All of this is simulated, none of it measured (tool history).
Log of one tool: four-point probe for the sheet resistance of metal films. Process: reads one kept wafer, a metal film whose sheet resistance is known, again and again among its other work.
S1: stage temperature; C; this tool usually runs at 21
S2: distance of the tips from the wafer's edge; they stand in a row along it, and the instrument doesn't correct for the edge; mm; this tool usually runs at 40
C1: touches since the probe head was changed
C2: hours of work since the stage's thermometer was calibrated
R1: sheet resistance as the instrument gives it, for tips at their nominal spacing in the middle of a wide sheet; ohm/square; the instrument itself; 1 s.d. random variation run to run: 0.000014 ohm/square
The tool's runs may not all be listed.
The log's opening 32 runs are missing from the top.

run	hour	S1	S2	C1	C2	R1
33	753.8	20	74	58228	1654	0.068323
34	770.9	21	65	58896	1665	0.068238
35	790.1	21	65	59647	1677	0.068250
36	808.9	27	50	60383	1688	0.067937
37	826.5	31	40	61071	1699	0.067696
38	856.6	31	40	62247	1718	0.067725
39	877.5	31	40	63066	1731	0.067695
40	898.4	25	3	63883	1744	0.069011
# hour 902.0: stage's thermometer calibrated
41	924.3	30	16	64877	14	0.067875
42	945.0	23	12	65689	27	0.068259

Branching from run 42: 4 alternative next runs. What would each branch give?
A	966.6	19	14	66531	40	?
B	966.6	21	40	66531	40	?
C	966.6	26	4	66531	40	?
D	966.6	21	47	66531	40	?

run	R1
A	0.068443
B	0.068308
C	0.068579
D	0.068302
Without the tool's unlogged condition, the same runs would have read:
run	R1
A	0.068960
B	0.068824
C	0.069097
D	0.068818
